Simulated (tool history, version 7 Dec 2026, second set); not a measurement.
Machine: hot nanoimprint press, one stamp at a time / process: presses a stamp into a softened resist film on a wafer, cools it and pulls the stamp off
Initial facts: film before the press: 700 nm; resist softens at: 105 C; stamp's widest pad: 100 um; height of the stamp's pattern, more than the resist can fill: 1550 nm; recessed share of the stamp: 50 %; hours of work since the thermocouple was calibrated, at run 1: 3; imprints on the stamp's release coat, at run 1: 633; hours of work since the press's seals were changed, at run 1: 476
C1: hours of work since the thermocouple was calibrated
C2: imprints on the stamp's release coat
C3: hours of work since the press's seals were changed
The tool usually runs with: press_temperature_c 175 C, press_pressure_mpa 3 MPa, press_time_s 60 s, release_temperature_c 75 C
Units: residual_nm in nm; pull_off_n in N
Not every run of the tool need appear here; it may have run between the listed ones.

run 1 hour=0 | press_temperature_c=175 press_pressure_mpa=3 press_time_s=60 release_temperature_c=75 | C1=3 C2=633 C3=476 | residual_nm=299 pull_off_n=215
-- hour=21.7 stamp cleaned and given a new release coat
run 2 hour=42.6 | press_temperature_c=175 press_pressure_mpa=3 press_time_s=60 release_temperature_c=75 | C1=23 C2=49 C3=496 | residual_nm=298.7 pull_off_n=215
run 3 hour=77.3 | press_temperature_c=175 press_pressure_mpa=3 press_time_s=60 release_temperature_c=75 | C1=41 C2=129 C3=515 | residual_nm=299.6 pull_off_n=214
run 4 hour=142 | press_temperature_c=175 press_pressure_mpa=3 press_time_s=60 release_temperature_c=75 | C1=76 C2=280 C3=550 | residual_nm=299.9 pull_off_n=213
run 5 hour=195 | press_temperature_c=175 press_pressure_mpa=3 press_time_s=60 release_temperature_c=75 | C1=105 C2=403 C3=579 | residual_nm=300.1 pull_off_n=214
run 6 hour=236.5 | press_temperature_c=175 press_pressure_mpa=3 press_time_s=60 release_temperature_c=75 | C1=128 C2=500 C3=601 | residual_nm=301.3 pull_off_n=216
run 7 hour=280.1 | press_temperature_c=175 press_pressure_mpa=3 press_time_s=56 release_temperature_c=75 | C1=151 C2=601 C3=625 | residual_nm=308.2 pull_off_n=218
-- hour=315.2 stamp cleaned and given a new release coat
run 8 hour=335.8 | press_temperature_c=175 press_pressure_mpa=3 press_time_s=56 release_temperature_c=75 | C1=178 C2=48 C3=652 | residual_nm=307.3 pull_off_n=216
run 9 hour=365 | press_temperature_c=175 press_pressure_mpa=3 press_time_s=60 release_temperature_c=75 | C1=194 C2=115 C3=667 | residual_nm=301 pull_off_n=215
run 10 hour=417 | press_temperature_c=175 press_pressure_mpa=3 press_time_s=60 release_temperature_c=75 | C1=222 C2=237 C3=696 | residual_nm=301.2 pull_off_n=217
run 11 hour=460 | press_temperature_c=175 press_pressure_mpa=3 press_time_s=60 release_temperature_c=75 | C1=245 C2=337 C3=719 | residual_nm=301.8 pull_off_n=215
run 12 hour=519.9 | press_temperature_c=175 press_pressure_mpa=3 press_time_s=60 release_temperature_c=75 | C1=278 C2=476 C3=751 | residual_nm=302.7 pull_off_n=216
run 13 hour=547.4 | press_temperature_c=175 press_pressure_mpa=3 press_time_s=60 release_temperature_c=75 | C1=292 C2=540 C3=766 | residual_nm=302.2 pull_off_n=218
run 14 hour=597.9 | press_temperature_c=175 press_pressure_mpa=3 press_time_s=60 release_temperature_c=75 | C1=320 C2=657 C3=793 | residual_nm=302.7 pull_off_n=219
-- hour=609 stamp cleaned and given a new release coat
run 15 hour=648.4 | press_temperature_c=175 press_pressure_mpa=3 press_time_s=60 release_temperature_c=75 | C1=344 C2=92 C3=818 | residual_nm=303.1 pull_off_n=213
run 16 hour=689.5 | press_temperature_c=165 press_pressure_mpa=3 press_time_s=102 release_temperature_c=75 | C1=366 C2=187 C3=840 | residual_nm=407.5 pull_off_n=213
run 17 hour=742.8 | press_temperature_c=175 press_pressure_mpa=3.14 press_time_s=116 release_temperature_c=73 | C1=395 C2=311 C3=869 | residual_nm=235.8 pull_off_n=224
run 18 hour=778 | press_temperature_c=175 press_pressure_mpa=3.14 press_time_s=116 release_temperature_c=73 | C1=414 C2=393 C3=888 | residual_nm=236.8 pull_off_n=224
run 19 hour=804.3 | press_temperature_c=175 press_pressure_mpa=3.14 press_time_s=116 release_temperature_c=73 | C1=428 C2=454 C3=902 | residual_nm=236.1 pull_off_n=224
run 20 hour=842 | press_temperature_c=185 press_pressure_mpa=3 press_time_s=60 release_temperature_c=75 | C1=449 C2=542 C3=922 | residual_nm=195.5 pull_off_n=216
run 21 hour=891 | press_temperature_c=175 press_pressure_mpa=2.79 press_time_s=60 release_temperature_c=75 | C1=475 C2=656 C3=949 | residual_nm=317.2 pull_off_n=215
-- hour=900.7 stamp cleaned and given a new release coat
-- hour=908.9 plate thermocouple calibrated
run 22 hour=938.7 | press_temperature_c=175 press_pressure_mpa=3 press_time_s=60 release_temperature_c=63 | C1=16 C2=81 C3=970 | residual_nm=304.7 pull_off_n=277
-- hour=980.1 gauge calibrated
run 23 hour=981.9 | press_temperature_c=175 press_pressure_mpa=3.96 press_time_s=60 release_temperature_c=66 | C1=39 C2=181 C3=993 | residual_nm=255.8 pull_off_n=260
-- hour=1018.3 press's hydraulic seals changed and the load cell set to zero
run 24 hour=1053.8 | press_temperature_c=170 press_pressure_mpa=3.96 press_time_s=60 release_temperature_c=66 | C1=74 C2=330 C3=19 | residual_nm=323.7 pull_off_n=261
run 25 hour=1097.6 | press_temperature_c=179 press_pressure_mpa=2.02 press_time_s=50 release_temperature_c=83 | C1=98 C2=432 C3=43 | residual_nm=331.6 pull_off_n=174
run 26 hour=1159.9 | press_temperature_c=179 press_pressure_mpa=3.66 press_time_s=50 release_temperature_c=83 | C1=132 C2=577 C3=77 | residual_nm=236.5 pull_off_n=172
-- hour=1203 stamp cleaned and given a new release coat
run 27 hour=1206.9 | press_temperature_c=179 press_pressure_mpa=3.66 press_time_s=50 release_temperature_c=83 | C1=154 C2=9 C3=99 | residual_nm=236 pull_off_n=173
run 28 hour=1239.8 | press_temperature_c=175 press_pressure_mpa=2.04 press_time_s=58 release_temperature_c=76 | C1=171 C2=86 C3=117 | residual_nm=373.7 pull_off_n=209
run 29 hour=1270.7 | press_temperature_c=175 press_pressure_mpa=3.41 press_time_s=60 release_temperature_c=75 | C1=188 C2=158 C3=133 | residual_nm=278.6 pull_off_n=213

5 ways to go on from here, each from the tool as it stands after run 29. What would each give?
run A hour=1323.8 | press_temperature_c=170 press_pressure_mpa=3.38 press_time_s=60 release_temperature_c=75 | C1=217 C2=281 C3=162 | residual_nm=? pull_off_n=?
run B hour=1323.8 | press_temperature_c=175 press_pressure_mpa=4.38 press_time_s=60 release_temperature_c=64 | C1=217 C2=281 C3=162 | residual_nm=? pull_off_n=?
run C hour=1323.8 | press_temperature_c=185 press_pressure_mpa=3 press_time_s=41 release_temperature_c=75 | C1=217 C2=281 C3=162 | residual_nm=? pull_off_n=?
run D hour=1323.8 | press_temperature_c=172 press_pressure_mpa=3 press_time_s=55 release_temperature_c=75 | C1=217 C2=281 C3=162 | residual_nm=? pull_off_n=?
run E hour=1323.8 | press_temperature_c=175 press_pressure_mpa=3.15 press_time_s=60 release_temperature_c=75 | C1=217 C2=281 C3=162 | residual_nm=? pull_off_n=?

run=A residual_nm=354.9 pull_off_n=215
run=B residual_nm=240.8 pull_off_n=274
run=C residual_nm=221 pull_off_n=216
run=D residual_nm=353.7 pull_off_n=216
run=E residual_nm=292 pull_off_n=216
With no hidden state in the tool, these same runs would have given:
run=A residual_nm=352.8 pull_off_n=214
run=B residual_nm=239.4 pull_off_n=274
run=C residual_nm=219.7 pull_off_n=216
run=D residual_nm=351.7 pull_off_n=215
run=E residual_nm=290.4 pull_off_n=216

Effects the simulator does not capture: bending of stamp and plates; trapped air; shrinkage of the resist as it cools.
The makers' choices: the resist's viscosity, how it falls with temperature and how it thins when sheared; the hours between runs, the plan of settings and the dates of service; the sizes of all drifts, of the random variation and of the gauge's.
